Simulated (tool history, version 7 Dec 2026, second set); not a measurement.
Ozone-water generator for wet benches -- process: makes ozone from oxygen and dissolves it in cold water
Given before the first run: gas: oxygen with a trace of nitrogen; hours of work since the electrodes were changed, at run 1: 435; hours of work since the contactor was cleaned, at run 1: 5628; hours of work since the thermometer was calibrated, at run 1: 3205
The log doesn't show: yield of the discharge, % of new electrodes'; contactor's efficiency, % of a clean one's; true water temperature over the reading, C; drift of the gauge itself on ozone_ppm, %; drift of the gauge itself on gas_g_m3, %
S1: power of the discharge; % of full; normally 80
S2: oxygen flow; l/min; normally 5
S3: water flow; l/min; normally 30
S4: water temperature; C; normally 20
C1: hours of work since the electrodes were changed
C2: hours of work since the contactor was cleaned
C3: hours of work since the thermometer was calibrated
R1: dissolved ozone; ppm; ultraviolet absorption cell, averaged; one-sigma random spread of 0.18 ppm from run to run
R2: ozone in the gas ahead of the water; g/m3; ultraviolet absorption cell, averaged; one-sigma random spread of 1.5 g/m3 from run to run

run 1 hour=0 | S1=80 S2=5 S3=30 S4=20 | C1=435 C2=5628 C3=3205 | R1=25.6 R2=282.7
run 2 hour=31.4 | S1=80 S2=5 S3=20 S4=20 | C1=455 C2=5648 C3=3225 | R1=35.3 R2=287.2
run 3 hour=48.5 | S1=80 S2=5 S3=30 S4=20 | C1=466 C2=5658 C3=3235 | R1=25.9 R2=282.2
run 4 hour=79.4 | S1=80 S2=5 S3=30 S4=20 | C1=486 C2=5678 C3=3255 | R1=25.7 R2=283.4
run 5 hour=100 | S1=80 S2=5 S3=30 S4=20 | C1=499 C2=5691 C3=3268 | R1=25.5 R2=287
run 6 hour=122.9 | S1=80 S2=5 S3=30 S4=20 | C1=514 C2=5706 C3=3283 | R1=25.7 R2=283.6
run 7 hour=150.7 | S1=80 S2=5 S3=30 S4=20 | C1=531 C2=5724 C3=3301 | R1=25.7 R2=282.3
run 8 hour=171.7 | S1=80 S2=3.32 S3=30 S4=20 | C1=545 C2=5737 C3=3314 | R1=25.6 R2=374.6
run 9 hour=198.9 | S1=80 S2=3.32 S3=30 S4=20 | C1=562 C2=5754 C3=3331 | R1=25.8 R2=378.5
run 10 hour=219.8 | S1=80 S2=3.32 S3=30 S4=20 | C1=575 C2=5768 C3=3345 | R1=25.8 R2=380.9
run 11 hour=239.4 | S1=80 S2=3.32 S3=30 S4=20 | C1=588 C2=5780 C3=3357 | R1=25.9 R2=377.3
run 12 hour=273.7 | S1=80 S2=5 S3=30 S4=20 | C1=610 C2=5802 C3=3379 | R1=26 R2=285.8
run 13 hour=300.5 | S1=80 S2=5 S3=30 S4=13 | C1=627 C2=5819 C3=3396 | R1=27.4 R2=285
run 14 hour=333.5 | S1=80 S2=5 S3=30 S4=13 | C1=648 C2=5840 C3=3417 | R1=27.9 R2=283.6
run 15 hour=360.7 | S1=76 S2=5 S3=30 S4=20 | C1=665 C2=5857 C3=3434 | R1=24.7 R2=269.2
run 16 hour=392.8 | S1=80 S2=5 S3=20 S4=20 | C1=686 C2=5878 C3=3455 | R1=35.1 R2=286.6
run 17 hour=420.2 | S1=80 S2=5 S3=20 S4=20 | C1=703 C2=5895 C3=3472 | R1=35 R2=283.7
run 18 hour=446.3 | S1=84 S2=5 S3=30 S4=20 | C1=720 C2=5912 C3=3489 | R1=26.7 R2=298.6
run 19 hour=468.5 | S1=80 S2=5.56 S3=30 S4=21 | C1=734 C2=5926 C3=3503 | R1=25.3 R2=264.3
run 20 hour=502.8 | S1=64 S2=5.56 S3=30 S4=15 | C1=756 C2=5948 C3=3525 | R1=22.2 R2=215.4
run 21 hour=521.8 | S1=64 S2=5.56 S3=30 S4=15 | C1=768 C2=5960 C3=3537 | R1=22.3 R2=216.2
run 22 hour=544.8 | S1=64 S2=5.56 S3=30 S4=15 | C1=783 C2=5975 C3=3552 | R1=22.2 R2=217.4
run 23 hour=560.4 | S1=64 S2=7.66 S3=25 S4=15 | C1=792 C2=5985 C3=3562 | R1=24.8 R2=173.3
run 24 hour=585.3 | S1=74 S2=5 S3=27 S4=13 | C1=808 C2=6000 C3=3577 | R1=28.3 R2=265.3
run 25 hour=612.2 | S1=74 S2=5 S3=28 S4=13 | C1=825 C2=6018 C3=3594 | R1=27.5 R2=266
run 26 hour=630.5 | S1=96 S2=5.77 S3=40 S4=20 | C1=837 C2=6029 C3=3606 | R1=23.2 R2=300.1
run 27 hour=651.8 | S1=80 S2=2.58 S3=30 S4=20 | C1=851 C2=6043 C3=3620 | R1=25.6 R2=447.4
run 28 hour=673.2 | S1=80 S2=2.58 S3=30 S4=20 | C1=864 C2=6056 C3=3633 | R1=25.3 R2=450.4
run 29 hour=707.2 | S1=54 S2=3.8 S3=35 S4=26 | C1=886 C2=6078 C3=3655 | R1=15.2 R2=243.6
run 30 hour=727.9 | S1=40 S2=5.79 S3=19 S4=27 | C1=899 C2=6091 C3=3668 | R1=17.1 R2=138.5
run 31 hour=751.3 | S1=75 S2=3.58 S3=40 S4=27 | C1=914 C2=6106 C3=3683 | R1=17.5 R2=339.5

What does the tool deliver on the next run?
run 32 hour=776.2 | S1=75 S2=3.58 S3=36 S4=27 | C1=930 C2=6122 C3=3699 | R1=? R2=?

{"run 32": {"R1": 19.2, "R2": 339}}
With the hidden condition absent and the run-to-run variation left alone, this run would have shown R1 19.3 ppm, R2 339 g/m3.
